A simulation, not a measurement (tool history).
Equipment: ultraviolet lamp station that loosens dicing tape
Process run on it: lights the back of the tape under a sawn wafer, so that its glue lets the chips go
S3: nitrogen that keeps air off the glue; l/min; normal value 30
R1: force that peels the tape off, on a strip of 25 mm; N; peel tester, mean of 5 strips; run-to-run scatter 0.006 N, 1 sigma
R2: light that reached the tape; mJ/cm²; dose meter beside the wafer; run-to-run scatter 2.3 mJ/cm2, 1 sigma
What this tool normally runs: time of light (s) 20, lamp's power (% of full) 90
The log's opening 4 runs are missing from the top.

{"run": 5, "hour": 76.0, "time of light (s)": 20, "lamp's power (% of full)": 90, "S3": 30, "R1": 0.205, "R2": 196}
{"run": 6, "hour": 98.7, "time of light (s)": 20, "lamp's power (% of full)": 87, "S3": 30, "R1": 0.232, "R2": 191}
{"run": 7, "hour": 120.7, "time of light (s)": 20, "lamp's power (% of full)": 87, "S3": 30, "R1": 0.233, "R2": 193}
{"hour": 131.0, "done": "window cleaned of glue's vapour"}
{"run": 8, "hour": 145.2, "time of light (s)": 20, "lamp's power (% of full)": 87, "S3": 30, "R1": 0.204, "R2": 212}
{"run": 9, "hour": 160.0, "time of light (s)": 20, "lamp's power (% of full)": 87, "S3": 30, "R1": 0.198, "R2": 209}
{"run": 10, "hour": 176.7, "time of light (s)": 20, "lamp's power (% of full)": 90, "S3": 28, "R1": 0.194, "R2": 214}
{"run": 11, "hour": 196.5, "time of light (s)": 20, "lamp's power (% of full)": 90, "S3": 28, "R1": 0.203, "R2": 212}
{"run": 12, "hour": 210.4, "time of light (s)": 20, "lamp's power (% of full)": 90, "S3": 21, "R1": 0.224, "R2": 217}
{"run": 13, "hour": 231.3, "time of light (s)": 20, "lamp's power (% of full)": 80, "S3": 21, "R1": 0.301, "R2": 189}
{"run": 14, "hour": 254.2, "time of light (s)": 20, "lamp's power (% of full)": 80, "S3": 21, "R1": 0.305, "R2": 187}
{"run": 15, "hour": 264.6, "time of light (s)": 20, "lamp's power (% of full)": 90, "S3": 13, "R1": 0.336, "R2": 210}
{"run": 16, "hour": 283.4, "time of light (s)": 20, "lamp's power (% of full)": 90, "S3": 13, "R1": 0.349, "R2": 209}
{"run": 17, "hour": 302.3, "time of light (s)": 25, "lamp's power (% of full)": 94, "S3": 13, "R1": 0.204, "R2": 271}
{"run": 18, "hour": 316.4, "time of light (s)": 21, "lamp's power (% of full)": 90, "S3": 30, "R1": 0.183, "R2": 219}
{"run": 19, "hour": 335.3, "time of light (s)": 21, "lamp's power (% of full)": 90, "S3": 30, "R1": 0.188, "R2": 222}
{"run": 20, "hour": 357.4, "time of light (s)": 12, "lamp's power (% of full)": 90, "S3": 48, "R1": 0.465, "R2": 123}
{"run": 21, "hour": 371.9, "time of light (s)": 12, "lamp's power (% of full)": 90, "S3": 48, "R1": 0.459, "R2": 123}
{"run": 22, "hour": 390.9, "time of light (s)": 36, "lamp's power (% of full)": 90, "S3": 18, "R1": 0.136, "R2": 363}
{"run": 23, "hour": 406.4, "time of light (s)": 12, "lamp's power (% of full)": 67, "S3": 23, "R1": 1.193, "R2": 93}
{"run": 24, "hour": 422.3, "time of light (s)": 12, "lamp's power (% of full)": 67, "S3": 23, "R1": 1.236, "R2": 88}
{"run": 25, "hour": 433.4, "time of light (s)": 11, "lamp's power (% of full)": 90, "S3": 16, "R1": 1.015, "R2": 113}
{"run": 26, "hour": 446.3, "time of light (s)": 11, "lamp's power (% of full)": 90, "S3": 16, "R1": 1.11, "R2": 114}
{"run": 27, "hour": 457.8, "time of light (s)": 11, "lamp's power (% of full)": 90, "S3": 16, "R1": 1.046, "R2": 112}

Run 28 comes next. What will it give?
{"run": 28, "hour": 473.3, "time of light (s)": 20, "lamp's power (% of full)": 90, "S3": 16, "R1": "?", "R2": "?"}

For run 28 the tool returned R1 0.319 N, R2 199 mJ/cm².
With no hidden state in the tool, this same run would have given R1 0.216 N, R2 241 mJ/cm².
